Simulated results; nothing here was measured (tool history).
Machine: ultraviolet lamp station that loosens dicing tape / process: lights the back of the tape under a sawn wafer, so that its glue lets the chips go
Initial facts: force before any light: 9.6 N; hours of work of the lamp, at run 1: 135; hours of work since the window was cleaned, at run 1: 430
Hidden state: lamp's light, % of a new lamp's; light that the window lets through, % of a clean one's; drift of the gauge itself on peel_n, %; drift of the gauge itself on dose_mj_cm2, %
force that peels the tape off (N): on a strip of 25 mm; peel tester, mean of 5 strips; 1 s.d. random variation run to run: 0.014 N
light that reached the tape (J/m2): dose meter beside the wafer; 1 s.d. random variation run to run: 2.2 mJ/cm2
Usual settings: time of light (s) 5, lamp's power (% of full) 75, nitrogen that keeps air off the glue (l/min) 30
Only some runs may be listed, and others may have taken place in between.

run	day	time of light (s)	lamp's power (% of full)	nitrogen that keeps air off the glue (l/min)	hours of work of the lamp	hours of work since the window was cleaned	force that peels the tape off (N)	light that reached the tape (J/m2)
1	0	5	75	30	135	430	0.706	1930
2	0.2	5	75	30	137	433	0.656	1960
3	0.404	5	75	30	140	435	0.707	1960
4	0.692	5	75	30	144	439	0.68	1960
5	0.983	5	66	30	148	444	0.894	1730
6	1.133	5	66	30	151	446	0.865	1770
7	1.438	5	75	30	155	450	0.695	1960
# day 1.592: window cleaned of glue's vapour
8	1.708	5	75	30	158	2	0.666	1980
9	2.062	5	75	30	163	7	0.651	1980
10	2.317	5	75	30	167	10	0.683	2020
11	2.596	5	75	20	171	14	0.895	1970
12	2.779	5	75	20	173	17	0.858	2000
13	3.092	5	64	30	178	21	0.941	1700
14	3.25	5	64	30	180	23	0.947	1710
15	3.475	5	75	30	183	26	0.699	1970
16	3.717	5	75	30	186	30	0.663	1980
17	4.062	5	75	30	191	35	0.683	2010
18	4.338	5	75	30	195	38	0.689	1970
19	4.517	5	75	30	198	41	0.681	1980
20	4.696	5	61	30	200	43	1.017	1640
21	4.846	5	75	30	202	46	0.666	1990
22	5.112	5	75	30	206	49	0.68	1970
23	5.467	6	68	13	211	54	0.952	2200
24	5.717	2	65	10	214	58	4.722	690
25	5.904	2	65	12	217	60	4.489	650
26	6.171	3	75	26	221	64	1.879	1220
27	6.517	5	75	22	226	69	0.819	1980
28	6.825	4	88	30	230	73	0.765	1870
29	7.192	5	64	32	235	78	0.935	1700
30	7.496	5	64	32	239	83	0.9	1700
31	7.817	7	88	32	244	87	0.275	3210
32	8.192	3	88	32	249	92	1.288	1410
33	8.346	2	88	28	251	95	2.493	930
34	8.55	2	90	30	254	97	2.477	980
35	8.85	8	69	13	258	102	0.526	2920
36	9.033	4	69	52	261	104	0.965	1500
37	9.392	5	69	30	266	109	0.814	1830
38	9.554	5	69	9	268	111	1.636	1820
39	9.758	3	100	30	271	114	1.072	1590
40	9.958	3	82	15	274	117	2.152	1290
41	10.262	3	82	15	278	121	2.271	1300
42	10.421	2	82	15	280	124	3.355	870
43	10.679	6	66	30	284	127	0.63	2090
44	10.875	5	85	58	287	130	0.369	2220

Predict each of these 3 candidate next runs independently; none follows another, all start after run 44:
A	11.175	6	68	38	291	134	?	?
B	11.175	6	85	41	291	134	?	?
C	11.175	5	90	32	291	134	?	?

run	force that peels the tape off (N)	light that reached the tape (J/m2)
A	0.501	2170
B	0.308	2700
C	0.454	2370
What these runs would have given with no unlogged condition in the tool:
run	force that peels the tape off (N)	light that reached the tape (J/m2)
A	0.5	2170
B	0.307	2700
C	0.453	2370

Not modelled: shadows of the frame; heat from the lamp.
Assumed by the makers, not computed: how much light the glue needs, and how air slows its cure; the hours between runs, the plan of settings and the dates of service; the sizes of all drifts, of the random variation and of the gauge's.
